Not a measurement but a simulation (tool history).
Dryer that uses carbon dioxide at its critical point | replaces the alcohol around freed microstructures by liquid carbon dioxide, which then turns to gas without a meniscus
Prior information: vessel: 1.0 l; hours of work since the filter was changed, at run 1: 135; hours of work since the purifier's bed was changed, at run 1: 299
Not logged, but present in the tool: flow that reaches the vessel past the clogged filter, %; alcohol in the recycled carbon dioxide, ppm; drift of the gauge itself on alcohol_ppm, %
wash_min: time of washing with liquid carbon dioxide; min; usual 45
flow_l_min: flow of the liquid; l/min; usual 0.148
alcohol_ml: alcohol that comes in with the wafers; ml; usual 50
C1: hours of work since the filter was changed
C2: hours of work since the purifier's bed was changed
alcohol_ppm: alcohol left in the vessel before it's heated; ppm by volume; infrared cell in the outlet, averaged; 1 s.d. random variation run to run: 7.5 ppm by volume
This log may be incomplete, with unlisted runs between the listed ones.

run 1 hour=0 | wash_min=45 flow_l_min=0.148 alcohol_ml=50 | C1=135 C2=299 | alcohol_ppm=550
run 2 hour=14 | wash_min=45 flow_l_min=0.148 alcohol_ml=50 | C1=143 C2=306 | alcohol_ppm=581
run 3 hour=26 | wash_min=45 flow_l_min=0.148 alcohol_ml=50 | C1=150 C2=313 | alcohol_ppm=575
run 4 hour=40.6 | wash_min=45 flow_l_min=0.148 alcohol_ml=50 | C1=158 C2=321 | alcohol_ppm=579
run 5 hour=56.5 | wash_min=45 flow_l_min=0.148 alcohol_ml=50 | C1=167 C2=330 | alcohol_ppm=597
run 6 hour=64.8 | wash_min=45 flow_l_min=0.148 alcohol_ml=50 | C1=172 C2=335 | alcohol_ppm=582
run 7 hour=73.4 | wash_min=45 flow_l_min=0.148 alcohol_ml=50 | C1=177 C2=340 | alcohol_ppm=597
run 8 hour=82.3 | wash_min=45 flow_l_min=0.148 alcohol_ml=50 | C1=182 C2=345 | alcohol_ppm=603
run 9 hour=96.5 | wash_min=45 flow_l_min=0.148 alcohol_ml=50 | C1=190 C2=353 | alcohol_ppm=612
run 10 hour=108.3 | wash_min=45 flow_l_min=0.148 alcohol_ml=50 | C1=196 C2=360 | alcohol_ppm=634
run 11 hour=121.4 | wash_min=45 flow_l_min=0.148 alcohol_ml=50 | C1=204 C2=367 | alcohol_ppm=633
run 12 hour=133 | wash_min=45 flow_l_min=0.148 alcohol_ml=22 | C1=210 C2=374 | alcohol_ppm=304
run 13 hour=140.2 | wash_min=45 flow_l_min=0.148 alcohol_ml=22 | C1=214 C2=378 | alcohol_ppm=307
run 14 hour=149.1 | wash_min=36 flow_l_min=0.197 alcohol_ml=45 | C1=219 C2=383 | alcohol_ppm=429
run 15 hour=158.1 | wash_min=36 flow_l_min=0.197 alcohol_ml=45 | C1=224 C2=388 | alcohol_ppm=446
run 16 hour=173.1 | wash_min=36 flow_l_min=0.197 alcohol_ml=24 | C1=233 C2=396 | alcohol_ppm=237
run 17 hour=184.3 | wash_min=36 flow_l_min=0.197 alcohol_ml=24 | C1=239 C2=403 | alcohol_ppm=250
run 18 hour=195.4 | wash_min=59 flow_l_min=0.13 alcohol_ml=57 | C1=246 C2=409 | alcohol_ppm=457
run 19 hour=211 | wash_min=59 flow_l_min=0.13 alcohol_ml=57 | C1=254 C2=418 | alcohol_ppm=452
run 20 hour=220.4 | wash_min=56 flow_l_min=0.128 alcohol_ml=78 | C1=260 C2=423 | alcohol_ppm=840

What does the tool deliver on the next run?
run 21 hour=233.1 | wash_min=30 flow_l_min=0.148 alcohol_ml=38 | C1=267 C2=430 | alcohol_ppm=?

Run 21 gave alcohol_ppm 2301 ppm by volume.
With the hidden condition absent and the run-to-run variation left alone, this run would have shown alcohol_ppm 1458 ppm by volume.
